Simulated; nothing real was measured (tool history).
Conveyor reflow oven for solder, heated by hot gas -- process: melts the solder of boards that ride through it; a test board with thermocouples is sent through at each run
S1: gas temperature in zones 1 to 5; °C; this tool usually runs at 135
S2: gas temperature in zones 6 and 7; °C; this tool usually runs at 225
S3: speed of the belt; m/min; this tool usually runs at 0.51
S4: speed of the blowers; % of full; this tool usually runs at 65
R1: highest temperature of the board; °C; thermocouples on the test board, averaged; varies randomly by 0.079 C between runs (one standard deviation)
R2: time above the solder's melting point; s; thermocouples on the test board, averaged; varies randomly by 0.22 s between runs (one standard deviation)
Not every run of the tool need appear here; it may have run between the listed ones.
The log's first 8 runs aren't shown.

run   hour   S1   S2     S3  S4      R1    R2
  9   79.6  135  225   0.51  61   210.1  54.8
 10   93.3  135  225   0.51  61  209.97  54.7
 11  102.3  135  225   0.51  61  210.09  54.8
     117.8  -- flux residue cleaned out of gas plates and filters
 12  117.8  135  225   0.51  85  216.38  62.5
 13  128.6  135  225   0.51  85  216.29  62.3
 14  138.7  135  225   0.51  85  216.15  62.4
 15  148.1  135  225   0.51  85  216.13  62.6
 16  157.9  135  225  0.414  85  220.13  82.4
 17  168.2  123  225  0.595  65  206.39  39.6
 18  177.2  123  225  0.595  65  206.29  39.6
 19    183  150  225  0.595  65  211.47  53.3
 20  194.6  150  225  0.595  65  211.49  53.2
 21  201.1  120  225   0.51  65  210.87  51.7
 22  214.8  124  232   0.51  65  217.64    59
 23  224.7  124  232   0.51  65  217.65    59
 24  238.6  148  229   0.51  87  221.31  70.5
 25  249.6  139  225   0.51  65  213.44  61.1
 26  261.7  135  225  0.505  57  211.53  57.4
 27  267.4  143  240  0.429  65  232.03  89.4
 28  281.2  122  225  0.538  63  208.86  46.9
 29  294.9  135  234   0.53  65   219.8  61.8
 30  304.5  149  214   0.45  53  205.94  66.5
 31  316.5  141  238   0.52  75  226.67  70.2
 32  329.8  135  231   0.51  62   217.6  62.5

Predict each of these 3 candidate next runs independently; none follows another, all start after run 32:
  A  341.8  129  231   0.51  79   ?   ?
  B  341.8  127  231  0.557  81   ?   ?
  C  341.8  134  225   0.51  65   ?   ?

run      R1    R2
  A  219.85  63.6
  B  217.21  54.5
  C   212.7    58
With no hidden state in the tool, these same runs would have given:
run      R1    R2
  A  219.36  62.5
  B  216.82  53.5
  C  212.13  56.8
